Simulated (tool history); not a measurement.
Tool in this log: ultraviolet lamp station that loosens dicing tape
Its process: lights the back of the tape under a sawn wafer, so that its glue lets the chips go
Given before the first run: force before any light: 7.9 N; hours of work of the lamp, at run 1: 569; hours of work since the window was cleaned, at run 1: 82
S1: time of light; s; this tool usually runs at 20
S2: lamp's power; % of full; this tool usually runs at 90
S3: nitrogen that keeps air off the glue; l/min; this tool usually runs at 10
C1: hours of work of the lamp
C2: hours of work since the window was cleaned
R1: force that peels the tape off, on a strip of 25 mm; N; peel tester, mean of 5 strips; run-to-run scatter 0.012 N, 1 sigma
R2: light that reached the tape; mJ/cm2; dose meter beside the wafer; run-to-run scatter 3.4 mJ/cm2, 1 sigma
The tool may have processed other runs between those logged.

run	hour	S1	S2	S3	C1	C2	R1	R2
1	0.0	20	90	10	569	82	0.758	478
2	26.7	20	90	10	580	93	0.759	481
3	57.5	20	90	10	592	106	0.761	474
4	100.2	20	90	10	610	123	0.782	472
5	142.8	20	73	10	627	141	1.199	381
6	187.9	20	90	14	645	159	0.724	464
7	220.6	20	90	10	659	172	0.815	463
# hour 224.9: window cleaned of glue's vapour
8	262.6	10	90	10	676	15	2.484	227
9	301.1	20	66	7	691	31	1.670	332
# hour 304.0: window cleaned of glue's vapour, once more
10	332.5	35	83	4	704	12	0.447	757
11	366.2	35	83	4	718	25	0.454	762
12	394.6	39	90	10	729	37	0.204	914
13	447.6	39	90	10	751	58	0.196	906

Hidden condition of the tool, last listed run before each entry between runs versus first listed run after:
Between runs 7 and 8: window cleaned of glue's vapour (hour 224.9)
  lamp's light, % of a new lamp's: 86.9 -> 86.6; light that the window lets through, % of a clean one's: 96.4 -> 95.1
  what was measured, less what the result would be without the hidden state, R1: +0.253 -> +0.534 N; R2: -90 -> -49 mJ/cm2
Between runs 9 and 10: window cleaned of glue's vapour, once more (hour 304.0)
  lamp's light, % of a new lamp's: 86.2 -> 86; light that the window lets through, % of a clean one's: 94.8 -> 99.8
  what was measured, less what the result would be without the hidden state, R1: +0.464 -> +0.130 N; R2: -74 -> -124 mJ/cm2
